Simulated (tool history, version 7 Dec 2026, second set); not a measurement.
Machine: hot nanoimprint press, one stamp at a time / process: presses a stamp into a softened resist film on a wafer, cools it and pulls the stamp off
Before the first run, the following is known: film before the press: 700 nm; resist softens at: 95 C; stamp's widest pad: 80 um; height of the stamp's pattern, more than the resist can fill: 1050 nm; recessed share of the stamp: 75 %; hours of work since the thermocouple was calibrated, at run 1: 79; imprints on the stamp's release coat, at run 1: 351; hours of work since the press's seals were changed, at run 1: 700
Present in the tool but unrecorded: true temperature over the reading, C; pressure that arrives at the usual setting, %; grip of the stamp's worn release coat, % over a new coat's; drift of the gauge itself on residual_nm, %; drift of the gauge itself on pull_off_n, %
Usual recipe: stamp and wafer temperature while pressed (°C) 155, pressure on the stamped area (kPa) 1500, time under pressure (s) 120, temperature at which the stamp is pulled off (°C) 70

| run | hour | stamp and wafer temperature while pressed (°C) | pressure on the stamped area (kPa) | time under pressure (s) | temperature at which the stamp is pulled off (°C) | hours of work since the thermocouple was calibrated | imprints on the stamp's release coat | hours of work since the press's seals were changed | resist left under the stamp's widest pad (Å) | greatest force while the stamp is pulled off (N) |
|---|---|---|---|---|---|---|---|---|---|---|
| 1 | 0.0 | 155 | 1500 | 120 | 70 | 79 | 351 | 700 | 4124 | 216 |
| 2 | 16.4 | 155 | 1500 | 120 | 70 | 89 | 434 | 711 | 4124 | 217 |
| 3 | 43.4 | 155 | 1500 | 120 | 70 | 107 | 569 | 728 | 4108 | 214 |
| 4 | 55.8 | 155 | 1500 | 188 | 70 | 115 | 631 | 737 | 3600 | 211 |
| 5 | 85.5 | 155 | 1500 | 188 | 70 | 135 | 780 | 756 | 3603 | 220 |
| 6 | 106.2 | 155 | 1500 | 188 | 70 | 149 | 884 | 770 | 3598 | 222 |
| 7 | 124.7 | 162 | 1500 | 120 | 70 | 161 | 976 | 782 | 3142 | 224 |
| 8 | 152.5 | 162 | 1500 | 120 | 70 | 179 | 1116 | 800 | 3130 | 229 |
| 9 | 178.8 | 155 | 1500 | 120 | 70 | 196 | 1247 | 818 | 4090 | 223 |
| 10 | 206.4 | 155 | 1500 | 120 | 70 | 215 | 1385 | 836 | 4098 | 226 |
| 11 | 230.1 | 155 | 1500 | 120 | 70 | 230 | 1504 | 851 | 4109 | 236 |
| 12 | 258.7 | 155 | 1500 | 120 | 70 | 249 | 1648 | 870 | 4093 | 247 |
| 13 | 273.6 | 155 | 1500 | 120 | 70 | 259 | 1722 | 880 | 4085 | 234 |
| 14 | 290.0 | 155 | 1500 | 120 | 70 | 270 | 1804 | 891 | 4084 | 236 |
| 15 | 306.4 | 155 | 1500 | 120 | 70 | 280 | 1886 | 902 | 4084 | 241 |
| 16 | 325.2 | 155 | 1500 | 120 | 70 | 293 | 1981 | 914 | 4090 | 243 |
| 17 | 337.5 | 155 | 1500 | 120 | 70 | 301 | 2042 | 922 | 4099 | 241 |
| 18 | 357.5 | 155 | 1500 | 120 | 70 | 314 | 2142 | 935 | 4097 | 248 |
|  | 369.5 | stamp cleaned and given a new release coat |
| 19 | 376.8 | 155 | 1500 | 120 | 70 | 323 | 37 | 944 | 4073 | 203 |
|  | 399.9 | plate thermocouple calibrated |
| 20 | 399.9 | 163 | 1890 | 120 | 70 | 0 | 138 | 957 | 2704 | 211 |
| 21 | 416.1 | 151 | 1190 | 120 | 70 | 11 | 219 | 968 | 5190 | 210 |
| 22 | 437.2 | 146 | 1160 | 120 | 70 | 25 | 324 | 982 | 5912 | 204 |
| 23 | 452.5 | 146 | 1160 | 120 | 70 | 35 | 401 | 992 | 5882 | 205 |
| 24 | 469.6 | 155 | 1980 | 120 | 70 | 46 | 487 | 1003 | 3625 | 216 |
| 25 | 492.3 | 155 | 2080 | 182 | 70 | 61 | 600 | 1018 | 3087 | 214 |
| 26 | 511.7 | 155 | 2080 | 182 | 70 | 74 | 697 | 1031 | 3091 | 221 |
| 27 | 533.5 | 155 | 2080 | 182 | 70 | 88 | 807 | 1045 | 3085 | 227 |
| 28 | 552.3 | 155 | 2080 | 182 | 70 | 100 | 901 | 1058 | 3086 | 212 |
| 29 | 569.9 | 155 | 2080 | 182 | 70 | 112 | 989 | 1069 | 3083 | 227 |
| 30 | 585.7 | 155 | 970 | 62 | 63 | 122 | 1068 | 1080 | 5608 | 236 |
| 31 | 605.4 | 155 | 1500 | 74 | 56 | 135 | 1167 | 1093 | 4686 | 261 |

Consider 3 possible next runs. They are alternatives, not a sequence: every one starts from the tool as it was left by run 31. What does each give?
|  | 627.8 | press's hydraulic seals changed and the load cell set to zero |
| A | 634.2 | 158 | 1500 | 216 | 66 | 149 | 1271 | 4 | ? | ? |
|  | 627.8 | press's hydraulic seals changed and the load cell set to zero |
| B | 634.2 | 166 | 1500 | 120 | 70 | 149 | 1271 | 4 | ? | ? |
|  | 627.8 | press's hydraulic seals changed and the load cell set to zero |
| C | 634.2 | 151 | 1500 | 107 | 67 | 149 | 1271 | 4 | ? | ? |

| run | resist left under the stamp's widest pad (Å) | greatest force while the stamp is pulled off (N) |
|---|---|---|
| A | 2952 | 234 |
| B | 2617 | 232 |
| C | 4769 | 227 |
With the hidden condition removed and each run's random variation left untouched, the same runs would have given:
| run | resist left under the stamp's widest pad (Å) | greatest force while the stamp is pulled off (N) |
|---|---|---|
| A | 2994 | 211 |
| B | 2651 | 210 |
| C | 4823 | 205 |
